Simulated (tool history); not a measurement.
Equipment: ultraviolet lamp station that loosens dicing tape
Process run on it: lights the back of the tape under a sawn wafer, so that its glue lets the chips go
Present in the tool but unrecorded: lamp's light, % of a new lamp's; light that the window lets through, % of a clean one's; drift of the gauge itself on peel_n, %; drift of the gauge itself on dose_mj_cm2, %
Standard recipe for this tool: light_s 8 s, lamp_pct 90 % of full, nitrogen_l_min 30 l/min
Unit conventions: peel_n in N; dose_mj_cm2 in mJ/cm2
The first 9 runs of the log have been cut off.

run	hour	light_s	lamp_pct	nitrogen_l_min	hours of work of the lamp	hours of work since the window was cleaned	peel_n	dose_mj_cm2
10	169.5	8	90	30	690	315	1.05	221
11	184	8	90	30	699	325	1.107	220
12	210.6	8	90	30	717	343	1.157	220
13	233.9	8	90	26	733	359	1.321	218
14	251.4	8	90	26	745	371	1.272	217
15	281.6	8	90	26	765	391	1.299	212
16	310.5	8	90	26	785	410	1.349	213
17	336.1	16	90	26	802	428	0.287	418
# hour 354.3: window cleaned of glue's vapour
18	366.5	16	90	26	822	8	0.316	405
19	379.8	16	90	26	831	17	0.34	404
20	410.1	16	90	26	852	38	0.341	396
21	429.6	16	90	9	865	51	1.002	397
22	450.2	8	78	30	879	65	1.779	169

Expected results for the next run?
# hour 466.2: window cleaned of glue's vapour, once more
23	480.2	8	91	34	899	9	?	?

peel_n: 0.978 N
dose_mj_cm2: 225 mJ/cm2
On a tool with no hidden condition, and with the same random variation, this run would have come out at peel_n 0.557 N, dose_mj_cm2 291 mJ/cm2.
